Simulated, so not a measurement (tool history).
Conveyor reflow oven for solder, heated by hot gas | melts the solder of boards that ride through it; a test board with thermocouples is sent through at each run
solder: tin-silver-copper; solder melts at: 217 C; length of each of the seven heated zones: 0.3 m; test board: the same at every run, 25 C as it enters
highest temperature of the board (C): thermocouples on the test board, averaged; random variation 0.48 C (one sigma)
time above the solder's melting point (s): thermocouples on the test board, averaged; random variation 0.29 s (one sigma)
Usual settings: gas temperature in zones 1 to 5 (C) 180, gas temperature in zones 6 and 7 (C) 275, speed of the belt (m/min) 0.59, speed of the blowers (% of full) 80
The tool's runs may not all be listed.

run,day,gas temperature in zones 1 to 5 (C),gas temperature in zones 6 and 7 (C),speed of the belt (m/min),speed of the blowers (% of full),highest temperature of the board (C),time above the solder's melting point (s)
1,0,180,275,0.59,80,262.8,53.2
2,4.158,180,275,0.59,80,261.9,53.2
3,7,180,275,0.471,80,265.8,69.1
4,9.267,180,275,0.471,80,266.1,68.8
5,12.504,180,275,0.66,80,256.3,44.4
# day 13.975: flux residue cleaned out of gas plates and filters
6,15.825,180,275,0.59,80,263.9,53.2
7,18.233,180,275,0.59,80,262.1,52.7
8,20.204,180,275,0.59,80,262.3,53.1
9,22.238,189,275,0.59,80,262.9,56.2
10,26.275,189,275,0.59,89,263.5,56.5
11,30.129,189,275,0.59,89,263.2,56.6
12,33.792,189,288,0.59,89,274.5,59.8
13,37.338,189,288,0.59,89,274.2,59.6
# day 38.092: flux residue cleaned out of gas plates and filters
14,39.45,189,288,0.59,89,275.1,60.3
# day 40.608: belt drive overhauled, speed set with a stopwatch
15,41.875,189,288,0.59,89,275.9,59.1
16,44.362,186,282,0.59,80,267.8,56.3
17,48.35,183,269,0.59,80,254.5,50.1
18,50.383,180,280,0.649,80,260.7,47.2

Forecast run 19:
19,52.5,180,280,0.649,80,?,?

{"run 19": {"highest temperature of the board (C)": 260, "time above the solder's melting point (s)": 47.3}}
Without the tool's hidden state the same run would have given highest temperature of the board (C) 265.1, time above the solder's melting point (s) 49.4.

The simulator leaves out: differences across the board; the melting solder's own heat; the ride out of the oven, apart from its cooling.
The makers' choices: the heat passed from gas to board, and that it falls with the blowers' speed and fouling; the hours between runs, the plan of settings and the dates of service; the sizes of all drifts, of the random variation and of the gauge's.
